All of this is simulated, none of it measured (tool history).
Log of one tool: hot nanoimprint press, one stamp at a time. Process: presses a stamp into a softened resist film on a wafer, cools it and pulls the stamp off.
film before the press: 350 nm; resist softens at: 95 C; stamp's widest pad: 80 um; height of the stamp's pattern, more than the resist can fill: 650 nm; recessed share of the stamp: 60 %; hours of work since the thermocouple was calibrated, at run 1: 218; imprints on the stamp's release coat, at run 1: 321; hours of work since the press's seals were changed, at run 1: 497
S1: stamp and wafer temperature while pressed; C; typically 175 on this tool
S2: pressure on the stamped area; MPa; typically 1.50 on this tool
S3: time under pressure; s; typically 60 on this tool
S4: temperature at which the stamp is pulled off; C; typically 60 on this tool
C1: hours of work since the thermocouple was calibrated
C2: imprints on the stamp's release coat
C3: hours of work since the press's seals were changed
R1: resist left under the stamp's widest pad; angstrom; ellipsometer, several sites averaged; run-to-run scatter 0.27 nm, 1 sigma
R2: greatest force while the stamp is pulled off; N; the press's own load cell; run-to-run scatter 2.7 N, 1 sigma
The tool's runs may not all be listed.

{"run": 1, "hour": 0.0, "S1": 175, "S2": 1.5, "S3": 60, "S4": 60, "C1": 218, "C2": 321, "C3": 497, "R1": 1992, "R2": 146}
{"run": 2, "hour": 7.8, "S1": 175, "S2": 1.5, "S3": 60, "S4": 60, "C1": 224, "C2": 354, "C3": 502, "R1": 1993, "R2": 154}
{"run": 3, "hour": 16.5, "S1": 175, "S2": 1.5, "S3": 60, "S4": 60, "C1": 230, "C2": 391, "C3": 508, "R1": 1993, "R2": 153}
{"run": 4, "hour": 25.4, "S1": 175, "S2": 1.5, "S3": 60, "S4": 60, "C1": 236, "C2": 429, "C3": 514, "R1": 1988, "R2": 156}
{"run": 5, "hour": 39.0, "S1": 175, "S2": 1.5, "S3": 60, "S4": 60, "C1": 245, "C2": 486, "C3": 524, "R1": 1986, "R2": 156}
{"run": 6, "hour": 51.5, "S1": 175, "S2": 1.5, "S3": 60, "S4": 60, "C1": 254, "C2": 539, "C3": 533, "R1": 1992, "R2": 156}
{"run": 7, "hour": 65.1, "S1": 175, "S2": 2.4, "S3": 60, "S4": 60, "C1": 263, "C2": 596, "C3": 542, "R1": 1598, "R2": 155}
{"run": 8, "hour": 81.6, "S1": 175, "S2": 2.4, "S3": 60, "S4": 60, "C1": 275, "C2": 666, "C3": 553, "R1": 1596, "R2": 160}
{"run": 9, "hour": 96.5, "S1": 175, "S2": 2.4, "S3": 60, "S4": 60, "C1": 285, "C2": 729, "C3": 564, "R1": 1598, "R2": 167}
{"run": 10, "hour": 107.4, "S1": 175, "S2": 1.12, "S3": 60, "S4": 60, "C1": 293, "C2": 775, "C3": 571, "R1": 2238, "R2": 169}
{"run": 11, "hour": 123.4, "S1": 169, "S2": 1.12, "S3": 60, "S4": 60, "C1": 304, "C2": 842, "C3": 583, "R1": 2546, "R2": 167}
{"run": 12, "hour": 135.5, "S1": 175, "S2": 1.49, "S3": 60, "S4": 60, "C1": 312, "C2": 893, "C3": 591, "R1": 1987, "R2": 170}
{"run": 13, "hour": 142.8, "S1": 175, "S2": 1.49, "S3": 54, "S4": 60, "C1": 318, "C2": 924, "C3": 596, "R1": 2055, "R2": 182}
{"run": 14, "hour": 160.7, "S1": 175, "S2": 1.49, "S3": 54, "S4": 60, "C1": 330, "C2": 1000, "C3": 609, "R1": 2051, "R2": 175}
{"run": 15, "hour": 169.7, "S1": 175, "S2": 1.49, "S3": 54, "S4": 60, "C1": 336, "C2": 1038, "C3": 615, "R1": 2046, "R2": 176}
{"run": 16, "hour": 177.4, "S1": 175, "S2": 1.49, "S3": 54, "S4": 60, "C1": 342, "C2": 1071, "C3": 620, "R1": 2050, "R2": 175}
{"run": 17, "hour": 190.0, "S1": 175, "S2": 1.5, "S3": 31, "S4": 50, "C1": 350, "C2": 1124, "C3": 629, "R1": 2375, "R2": 223}
{"run": 18, "hour": 199.1, "S1": 172, "S2": 1.5, "S3": 60, "S4": 49, "C1": 357, "C2": 1162, "C3": 635, "R1": 2134, "R2": 236}

4 options for the next run, each taken on its own from the tool as it stands now. Forecast them:
{"run": "A", "hour": 215.3, "S1": 167, "S2": 1.12, "S3": 60, "S4": 49, "C1": 368, "C2": 1230, "C3": 647, "R1": "?", "R2": "?"}
{"run": "B", "hour": 215.3, "S1": 172, "S2": 1.5, "S3": 40, "S4": 49, "C1": 368, "C2": 1230, "C3": 647, "R1": "?", "R2": "?"}
{"run": "C", "hour": 215.3, "S1": 187, "S2": 1.46, "S3": 60, "S4": 49, "C1": 368, "C2": 1230, "C3": 647, "R1": "?", "R2": "?"}
{"run": "D", "hour": 215.3, "S1": 164, "S2": 1.5, "S3": 60, "S4": 49, "C1": 368, "C2": 1230, "C3": 647, "R1": "?", "R2": "?"}

run=A R1=2640 R2=239
run=B R1=2380 R2=232
run=C R1=1465 R2=234
run=D R1=2573 R2=240
Without the tool's unlogged condition, the same runs would have read:
run=A R1=2684 R2=191
run=B R1=2415 R2=185
run=C R1=1487 R2=187
run=D R1=2614 R2=191

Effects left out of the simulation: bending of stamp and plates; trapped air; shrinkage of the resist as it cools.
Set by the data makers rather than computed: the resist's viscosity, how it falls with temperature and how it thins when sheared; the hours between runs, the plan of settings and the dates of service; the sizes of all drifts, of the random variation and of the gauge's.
